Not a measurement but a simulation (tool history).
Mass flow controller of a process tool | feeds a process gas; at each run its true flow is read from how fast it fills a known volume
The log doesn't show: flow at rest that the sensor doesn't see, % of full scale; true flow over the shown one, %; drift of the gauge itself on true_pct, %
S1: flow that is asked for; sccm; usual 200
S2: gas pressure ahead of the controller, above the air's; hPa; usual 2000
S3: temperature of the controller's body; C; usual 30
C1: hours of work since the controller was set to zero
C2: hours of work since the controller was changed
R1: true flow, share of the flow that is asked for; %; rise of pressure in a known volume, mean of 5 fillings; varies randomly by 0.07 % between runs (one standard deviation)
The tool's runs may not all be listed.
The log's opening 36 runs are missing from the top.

run,hour,S1,S2,S3,C1,C2,R1
37,11244.4,201,2000,39,4249,4249,96.13
38,11439.4,201,2000,39,4321,4321,96.17
39,11816,201,2000,39,4459,4459,96.02
40,12110.1,55,1940,30,4567,4567,97.65
41,12497.8,55,1940,30,4710,4710,97.69
42,12698.8,55,1940,30,4784,4784,97.82
43,13031.4,100,1660,33,4906,4906,96.65
44,13218.6,200,2670,23,4975,4975,97.72
45,13606.2,177,2000,30,5118,5118,96.78
46,13941.6,358,2320,34,5241,5241,97.12
47,14339.7,272,1590,28,5387,5387,97.15

Branching from run 47: 3 alternative next runs. What would each branch give?
A,14671.4,200,1940,30,5509,5509,?
B,14671.4,67,2000,30,5509,5509,?
C,14671.4,216,1590,28,5509,5509,?

run,R1
A,96.92
B,97.64
C,97
With no hidden state in the tool, these same runs would have given:
run,R1
A,97.91
B,97.14
C,98.05
